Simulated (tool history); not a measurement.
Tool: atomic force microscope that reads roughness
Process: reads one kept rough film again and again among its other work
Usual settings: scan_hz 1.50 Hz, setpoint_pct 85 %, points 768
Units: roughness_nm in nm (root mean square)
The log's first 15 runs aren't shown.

run,hour,scan_hz,setpoint_pct,points,roughness_nm
# hour 211.2: new tip fitted
16,214.3,1.50,72,768,0.619
# hour 216.5: height scale calibrated on a step standard, once more
17,230.8,1.50,72,551,0.601
18,246.8,0.73,85,768,0.589
19,267.0,1.50,57,768,0.590
# hour 272.5: new tip fitted
20,280.9,0.62,80,768,0.627
21,289.9,0.89,85,768,0.607
22,298.6,2.62,79,768,0.541
23,314.7,2.62,79,768,0.534
24,324.7,1.36,62,295,0.581
# hour 334.2: new tip fitted
25,345.9,1.50,61,452,0.630
26,362.8,1.50,61,452,0.615
27,379.2,1.50,66,283,0.566
# hour 396.2: new tip fitted
28,396.7,1.50,66,283,0.623
29,409.2,3.88,63,548,0.593
30,428.8,0.51,63,442,0.618
31,439.0,0.51,63,442,0.603
32,450.0,0.92,85,970,0.554
# hour 457.8: new tip fitted
33,468.9,0.88,85,768,0.597
34,479.5,0.88,85,768,0.591
35,492.7,1.07,56,603,0.615
36,512.4,1.48,85,483,0.532
# hour 518.9: new tip fitted
37,529.0,1.50,85,257,0.562
38,540.0,1.50,85,257,0.549

Forecast each of these 5 alternatives for the next run:
A,552.8,1.51,89,257,?
B,552.8,1.50,82,448,?
C,552.8,1.50,85,1014,?
D,552.8,1.31,65,645,?
E,552.8,1.08,67,929,?

run,roughness_nm
A,0.520
B,0.561
C,0.558
D,0.601
E,0.605
Without the tool's hidden state the same runs would have given:
run,roughness_nm
A,0.555
B,0.598
C,0.594
D,0.641
E,0.645
